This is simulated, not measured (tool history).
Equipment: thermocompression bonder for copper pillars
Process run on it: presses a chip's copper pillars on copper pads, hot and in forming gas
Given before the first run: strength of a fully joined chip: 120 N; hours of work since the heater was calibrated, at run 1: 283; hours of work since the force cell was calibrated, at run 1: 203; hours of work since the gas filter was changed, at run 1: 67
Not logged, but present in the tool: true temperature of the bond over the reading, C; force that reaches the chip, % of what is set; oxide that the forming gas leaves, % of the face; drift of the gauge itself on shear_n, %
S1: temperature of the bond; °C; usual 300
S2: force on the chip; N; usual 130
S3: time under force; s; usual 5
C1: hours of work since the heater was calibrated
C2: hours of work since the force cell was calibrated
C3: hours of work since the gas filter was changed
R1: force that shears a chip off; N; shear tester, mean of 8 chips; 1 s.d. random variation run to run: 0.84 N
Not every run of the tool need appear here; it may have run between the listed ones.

run    hour   S1   S2  S3   C1    C2   C3    R1
  1       0  300  130   5  283   203   67  62.1
  2    50.2  300  130   5  312   232   96  60.9
  3      97  300  130   5  339   259  123    58
      108.6  -- forming gas filter changed
  4   137.1  300  130   5  362   282   16  62.3
  5   187.4  300  130   5  391   311   46  60.3
  6   213.2  288  130   5  406   326   61  55.8
  7   255.2  288  130   5  430   350   85  53.8
  8   290.8  288  130   5  451   371  105    53
  9   328.9  288  130   5  473   393  127  52.6
      333.4  -- forming gas filter changed
 10   356.7  288  130   5  489   409   13  55.5
      402.8  -- heater calibrated with a thermocouple chip
 11   403.8  288  130   5    1   435   40  60.3
 12   426.9  300  130   5   14   448   53    65
 13     475  300   79   5   42   476   81  38.1
 14   522.1  300  130   5   69   503  108  60.5
      560.1  -- forming gas filter changed
 15   568.2  300  130   5   95   529    5  63.3
 16   593.8  300  130   5  110   544   20  65.4
 17     636  300  130   5  135   569   44  63.4
 18   669.6  300  130   5  154   588   63  62.1
 19   708.2  300  130   5  176   611   86  61.1
 20   738.7  300  140   5  194   628  103  63.5
 21   779.5  321  130   3  218   652  127  58.4
      786.6  -- forming gas filter changed
 22     818  298   96   3  240   674   18  37.8
 23   866.4  293  179   7  268   702   46  82.6
 24   907.9  313   94   5  292   726   70  48.9
 25   953.3  327  130   3  318   752   96  61.1
 26   981.2  270   87   7  334   768  113  34.1
 27  1007.2  270   87   7  349   783  128  33.6
     1010.5  -- forming gas filter changed
 28  1038.6  270   87   7  367   801   16  34.9
 29  1073.8  270   87   7  388   822   37  34.2
 30    1102  328  126   4  404   838   53  66.1
 31  1130.4  281  130   5  420   854   69    49
 32  1157.5  289  162   5  436   870   85  65.6
 33  1203.7  319  141   4  463   897  112  64.6
     1234.1  -- forming gas filter changed
 34  1235.2  316  119   6  481   915    1  66.9
 35  1268.1  324  165  10  500   934   20  97.8
     1298.8  -- heater calibrated with a thermocouple chip
 36  1301.4  272  136  13    1   952   38  72.8
 37  1324.3  272  136  13   15   965   51  72.1
 38  1355.9  272  136  14   33   983   69  74.3
 39  1399.1  316  102   4   58  1008   94  51.1

4 ways to go on from here, each from the tool as it stands after run 39. What would each give?
  A  1443.8  276  180   7  84  1034  120   ?
  B  1443.8  318  102  14  84  1034  120   ?
  C  1443.8  300  134   5  84  1034  120   ?
  D  1443.8  324  135   5  84  1034  120   ?

run    R1
  A  73.3
  B  75.9
  C  61.5
  D  72.2
Without the tool's unlogged condition, the same runs would have read:
run    R1
  A  82.3
  B    85
  C  69.7
  D  81.1
